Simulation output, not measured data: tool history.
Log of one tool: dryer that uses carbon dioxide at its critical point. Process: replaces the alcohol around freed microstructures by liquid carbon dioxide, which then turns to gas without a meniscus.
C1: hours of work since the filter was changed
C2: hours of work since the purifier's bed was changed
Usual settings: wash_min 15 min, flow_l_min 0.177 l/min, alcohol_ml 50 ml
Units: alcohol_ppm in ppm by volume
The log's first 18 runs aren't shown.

Run 19, hour 259.4: usual settings; C1 465; C2 601. Result: alcohol_ppm 866 ppm by volume.
Run 20, hour 275.5: usual settings but wash_min 10 min; C1 476; C2 611. Result: alcohol_ppm 4091 ppm by volume.
Run 21, hour 288.6: usual settings but wash_min 19 min, flow_l_min 0.16 l/min; C1 485; C2 620. Result: alcohol_ppm 475 ppm by volume.
Run 22, hour 299.9: usual settings but wash_min 10 min; C1 492; C2 628. Result: alcohol_ppm 4071 ppm by volume.
Run 23, hour 317.9: usual settings but wash_min 23 min, flow_l_min 0.148 l/min, alcohol_ml 63 ml; C1 505; C2 640. Result: alcohol_ppm 346 ppm by volume.
Run 24, hour 338.3: usual settings but wash_min 13 min, flow_l_min 0.258 l/min, alcohol_ml 31 ml; C1 518; C2 654. Result: alcohol_ppm 249 ppm by volume.
Run 25, hour 352.8: usual settings but wash_min 13 min, flow_l_min 0.136 l/min, alcohol_ml 28 ml; C1 528; C2 663. Result: alcohol_ppm 2333 ppm by volume.
Run 26, hour 365.3: usual settings but wash_min 23 min, alcohol_ml 49 ml; C1 536; C2 672. Result: alcohol_ppm 147 ppm by volume.
Run 27, hour 386.3: usual settings but wash_min 23 min, alcohol_ml 30 ml; C1 550; C2 686. Result: alcohol_ppm 130 ppm by volume.
Run 28, hour 405.9: usual settings but wash_min 23 min, alcohol_ml 30 ml; C1 564; C2 699. Result: alcohol_ppm 123 ppm by volume.
Run 29, hour 416.1: usual settings but wash_min 9 min, flow_l_min 0.139 l/min, alcohol_ml 78 ml; C1 570; C2 706. Result: alcohol_ppm 16938 ppm by volume.
Run 30, hour 435.2: usual settings but wash_min 18 min, flow_l_min 0.139 l/min, alcohol_ml 23 ml; C1 583; C2 719. Result: alcohol_ppm 597 ppm by volume.
At hour 453.1: inlet filter changed.
Run 31, hour 453.1: usual settings but wash_min 10 min; C1 0; C2 730. Result: alcohol_ppm 2968 ppm by volume.
Run 32, hour 466: usual settings but wash_min 23 min, flow_l_min 0.259 l/min, alcohol_ml 80 ml; C1 9; C2 739. Result: alcohol_ppm 87 ppm by volume.
Run 33, hour 475.2: usual settings but flow_l_min 0.129 l/min, alcohol_ml 55 ml; C1 15; C2 745. Result: alcohol_ppm 2297 ppm by volume.
Run 34, hour 488.7: usual settings but wash_min 10 min, flow_l_min 0.266 l/min, alcohol_ml 66 ml; C1 24; C2 754. Result: alcohol_ppm 859 ppm by volume.
Run 35, hour 501.8: usual settings but wash_min 21 min, flow_l_min 0.203 l/min, alcohol_ml 116 ml; C1 33; C2 763. Result: alcohol_ppm 150 ppm by volume.
Run 36, hour 518.6: usual settings but wash_min 11 min, flow_l_min 0.151 l/min, alcohol_ml 49 ml; C1 44; C2 774. Result: alcohol_ppm 3679 ppm by volume.
Run 37, hour 535: usual settings but wash_min 10 min, alcohol_ml 20 ml; C1 55; C2 785. Result: alcohol_ppm 1333 ppm by volume.
Run 38, hour 547.8: usual settings but wash_min 11 min, alcohol_ml 26 ml; C1 64; C2 793. Result: alcohol_ppm 1236 ppm by volume.
Run 39, hour 557.8: usual settings but wash_min 11 min, alcohol_ml 26 ml; C1 70; C2 800. Result: alcohol_ppm 1237 ppm by volume.
Run 40, hour 578.7: usual settings but wash_min 16 min, flow_l_min 0.188 l/min; C1 84; C2 814. Result: alcohol_ppm 380 ppm by volume.

Forecast each of these 3 alternatives for the next run:
Run A, hour 597.8: usual settings but wash_min 12 min, flow_l_min 0.188 l/min; C1 97; C2 827. Result: alcohol_ppm ?.
Run B, hour 597.8: usual settings but flow_l_min 0.205 l/min; C1 97; C2 827. Result: alcohol_ppm ?.
Run C, hour 597.8: usual settings but wash_min 13 min, flow_l_min 0.134 l/min; C1 97; C2 827. Result: alcohol_ppm ?.

run  alcohol_ppm
  A         1306
  B          353
  C         3179
Without the tool's hidden state the same runs would have given:
run  alcohol_ppm
  A         1103
  B          226
  C         2867
